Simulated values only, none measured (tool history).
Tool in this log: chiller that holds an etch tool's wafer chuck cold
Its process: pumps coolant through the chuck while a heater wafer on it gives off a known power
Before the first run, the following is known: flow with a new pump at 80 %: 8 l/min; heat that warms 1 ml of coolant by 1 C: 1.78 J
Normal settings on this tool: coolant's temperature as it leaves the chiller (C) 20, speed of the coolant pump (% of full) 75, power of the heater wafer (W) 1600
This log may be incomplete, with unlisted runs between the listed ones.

run,hour,coolant's temperature as it leaves the chiller (C),speed of the coolant pump (% of full),power of the heater wafer (W),chuck's temperature once it has settled (K),how much warmer the coolant comes back (C)
1,0.0,20,75,1600,317.35,8.31
2,161.3,20,97,1600,313.65,6.51
3,260.7,20,75,928,307.75,4.78
4,374.6,16,75,1600,314.35,8.34
5,501.2,16,75,1600,311.55,7.18
6,574.6,16,75,1600,311.85,7.15
7,705.0,16,75,1600,311.75,7.25
8,830.3,16,75,1600,312.15,7.19
9,966.8,16,70,1600,312.85,7.72
10,1052.4,16,70,1600,312.95,7.81
11,1200.4,16,70,1600,313.45,7.79
12,1281.4,16,86,1682,311.15,6.79
13,1405.7,16,86,1682,311.25,6.74
14,1537.4,16,86,1682,311.45,6.77
15,1694.3,16,86,1682,311.95,6.88
16,1766.5,16,86,1682,311.85,6.82
17,1928.9,12,69,1039,302.45,5.24
18,2096.9,12,91,1419,304.15,5.60
19,2201.6,12,91,1419,304.25,5.58
20,2282.1,12,91,1419,304.55,5.56
21,2441.9,12,65,1419,310.35,7.73

Put back what was entered between runs (2 entries, withheld): which listed runs does each sit between, and how does the hidden state differ from the listed run before to the listed run after?
Between runs 4 and 5: coolant pump overhauled (hour 501.2)
  heat passed by the chuck's channels, % of clean ones': 90.9 -> 90.3; flow at a given pump speed, % of a new pump's: 85.8 -> 99.8; coolant's true temperature over the reading, C: 0.59 -> 0.61
  measured less the result without the state, chuck's temperature once it has settled (K): +5.00 -> +2.30; how much warmer the coolant comes back (C): +1.18 -> +0.01
Between runs 8 and 9: chiller's thermometer calibrated (hour 845.9)
  heat passed by the chuck's channels, % of clean ones': 88.5 -> 87.8; flow at a given pump speed, % of a new pump's: 98.9 -> 98.5; coolant's true temperature over the reading, C: 0.68 -> 0.01
  measured less the result without the state, chuck's temperature once it has settled (K): +2.90 -> +2.60; how much warmer the coolant comes back (C): +0.07 -> +0.11
